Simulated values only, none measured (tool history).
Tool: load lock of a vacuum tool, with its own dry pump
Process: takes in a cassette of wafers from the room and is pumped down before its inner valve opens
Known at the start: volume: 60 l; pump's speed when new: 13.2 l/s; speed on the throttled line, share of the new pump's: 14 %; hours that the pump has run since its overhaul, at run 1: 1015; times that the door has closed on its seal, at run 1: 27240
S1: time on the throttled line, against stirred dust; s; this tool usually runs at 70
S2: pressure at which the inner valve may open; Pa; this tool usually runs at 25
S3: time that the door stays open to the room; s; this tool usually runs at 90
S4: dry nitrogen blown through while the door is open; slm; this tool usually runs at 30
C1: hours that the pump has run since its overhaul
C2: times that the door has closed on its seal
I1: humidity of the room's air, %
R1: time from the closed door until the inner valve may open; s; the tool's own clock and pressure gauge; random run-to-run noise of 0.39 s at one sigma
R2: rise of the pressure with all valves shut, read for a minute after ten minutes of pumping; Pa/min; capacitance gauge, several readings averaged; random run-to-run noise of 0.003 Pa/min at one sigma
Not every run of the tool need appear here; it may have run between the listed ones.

run 1 hour=0 | S1=70 S2=25 S3=90 S4=30 | C1=1015 C2=27240 | I1=42.9 | R1=98.8 R2=0.078
run 2 hour=285.1 | S1=70 S2=25 S3=90 S4=30 | C1=1300 C2=28515 | I1=43.9 | R1=100.1 R2=0.083
run 3 hour=510.4 | S1=70 S2=25 S3=42 S4=30 | C1=1526 C2=29524 | I1=46.1 | R1=100.1 R2=0.082
run 4 hour=811.2 | S1=70 S2=25 S3=42 S4=30 | C1=1826 C2=30869 | I1=46.1 | R1=100 R2=0.088
run 5 hour=985 | S1=70 S2=25 S3=42 S4=30 | C1=2000 C2=31647 | I1=46.9 | R1=100.3 R2=0.092
run 6 hour=1299.2 | S1=70 S2=25 S3=90 S4=30 | C1=2314 C2=33052 | I1=44 | R1=101.3 R2=0.101
run 7 hour=1684.1 | S1=42 S2=25 S3=90 S4=30 | C1=2699 C2=34775 | I1=46.1 | R1=77.2 R2=0.107
run 8 hour=2069.9 | S1=42 S2=25 S3=90 S4=30 | C1=3085 C2=36500 | I1=43.2 | R1=77.1 R2=0.112
run 9 hour=2421.1 | S1=70 S2=25 S3=90 S4=30 | C1=3436 C2=38071 | I1=49.1 | R1=101.4 R2=0.119
run 10 hour=2797 | S1=70 S2=25 S3=90 S4=9 | C1=3812 C2=39753 | I1=43.6 | R1=101.3 R2=0.135
run 11 hour=3027.8 | S1=70 S2=25 S3=90 S4=30 | C1=4043 C2=40786 | I1=46.2 | R1=100.9 R2=0.125
run 12 hour=3249.4 | S1=77 S2=44 S3=88 S4=28 | C1=4265 C2=41777 | I1=47.6 | R1=104.7 R2=0.131
run 13 hour=3555.5 | S1=77 S2=44 S3=88 S4=28 | C1=4571 C2=43147 | I1=46.6 | R1=105.5 R2=0.136
run 14 hour=3879.8 | S1=77 S2=44 S3=88 S4=28 | C1=4895 C2=44597 | I1=43.8 | R1=105.4 R2=0.145
run 15 hour=4248.1 | S1=77 S2=44 S3=88 S4=28 | C1=5263 C2=46245 | I1=48.3 | R1=104.9 R2=0.145
run 16 hour=4421 | S1=77 S2=44 S3=88 S4=28 | C1=5436 C2=47019 | I1=43.7 | R1=105.3 R2=0.152
run 17 hour=4624.8 | S1=64 S2=36 S3=28 S4=24 | C1=5640 C2=47930 | I1=43.7 | R1=95.8 R2=0.151
run 18 hour=4916.8 | S1=70 S2=50 S3=90 S4=40 | C1=5932 C2=49237 | I1=45.9 | R1=99.4 R2=0.157
run 19 hour=5206.9 | S1=108 S2=50 S3=90 S4=23 | C1=6222 C2=50534 | I1=42.5 | R1=131.1 R2=0.175
run 20 hour=5612.5 | S1=108 S2=50 S3=90 S4=23 | C1=6628 C2=52349 | I1=44.8 | R1=131.4 R2=0.179
run 21 hour=6022.1 | S1=109 S2=24 S3=90 S4=11 | C1=7037 C2=54181 | I1=46.8 | R1=136.1 R2=0.192
run 22 hour=6301.3 | S1=50 S2=25 S3=90 S4=24 | C1=7317 C2=55431 | I1=42.6 | R1=87.3 R2=0.195

4 ways to go on from here, each from the tool as it stands after run 22. What would each give?
run A hour=6674.9 | S1=40 S2=24 S3=90 S4=8 | C1=7690 C2=57102 | I1=43 | R1=? R2=?
run B hour=6674.9 | S1=94 S2=46 S3=90 S4=6 | C1=7690 C2=57102 | I1=45.4 | R1=? R2=?
run C hour=6674.9 | S1=70 S2=25 S3=230 S4=30 | C1=7690 C2=57102 | I1=43.8 | R1=? R2=?
run D hour=6674.9 | S1=79 S2=25 S3=34 S4=4 | C1=7690 C2=57102 | I1=47.1 | R1=? R2=?

run=A R1=80.1 R2=0.205
run=B R1=120.9 R2=0.222
run=C R1=104.7 R2=0.199
run=D R1=111.8 R2=0.212
With no hidden state in the tool, these same runs would have given:
run=A R1=73.1 R2=0.023
run=B R1=116.1 R2=0.035
run=C R1=98.6 R2=0.015
run=D R1=105.9 R2=0.025

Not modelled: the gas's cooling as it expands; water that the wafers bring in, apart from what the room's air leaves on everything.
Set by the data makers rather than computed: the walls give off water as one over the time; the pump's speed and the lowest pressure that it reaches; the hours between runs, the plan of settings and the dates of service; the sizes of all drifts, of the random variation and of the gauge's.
